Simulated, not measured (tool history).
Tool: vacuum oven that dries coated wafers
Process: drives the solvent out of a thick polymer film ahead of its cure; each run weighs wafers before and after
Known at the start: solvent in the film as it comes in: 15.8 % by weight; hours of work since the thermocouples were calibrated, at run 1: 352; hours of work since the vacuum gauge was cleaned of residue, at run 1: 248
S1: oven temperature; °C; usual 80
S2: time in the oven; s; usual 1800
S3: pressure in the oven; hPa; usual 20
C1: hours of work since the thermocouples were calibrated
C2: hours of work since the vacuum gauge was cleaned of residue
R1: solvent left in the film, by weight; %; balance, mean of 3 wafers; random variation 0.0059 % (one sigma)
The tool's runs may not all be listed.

Run 1, hour 0: usual settings; C1 352; C2 248. Result: R1 2.198 %.
Run 2, hour 6.4: usual settings; C1 355; C2 251. Result: R1 2.207 %.
Run 3, hour 12.5: usual settings; C1 357; C2 253. Result: R1 2.197 %.
Run 4, hour 22.3: usual settings; C1 362; C2 258. Result: R1 2.175 %.
Run 5, hour 29.8: usual settings; C1 365; C2 261. Result: R1 2.193 %.
Run 6, hour 38: usual settings; C1 369; C2 265. Result: R1 2.196 %.
Run 7, hour 47.5: usual settings but S2 1560 s; C1 373; C2 269. Result: R1 2.699 %.
Run 8, hour 54.6: usual settings but S2 1560 s; C1 376; C2 272. Result: R1 2.701 %.
Run 9, hour 62: usual settings but S2 1560 s; C1 380; C2 276. Result: R1 2.709 %.
Run 10, hour 73.8: usual settings but S2 1560 s; C1 385; C2 281. Result: R1 2.695 %.
Run 11, hour 82.4: usual settings but S1 87 °C; C1 389; C2 285. Result: R1 0.897 %.
Run 12, hour 90.7: usual settings but S1 85 °C, S3 12 hPa; C1 392; C2 288. Result: R1 0.99 %.
Run 13, hour 102.8: usual settings but S1 95 °C; C1 398; C2 294. Result: R1 0.366 %.

The next listed run, before its measurement:
Run 14, hour 109.5: usual settings but S1 94 °C, S3 61.7 hPa; C1 401; C2 297. Result: R1 ?.

{"run 14": {"R1": 1.065}}
Without the tool's hidden state the same run would have given R1 1.055 %.
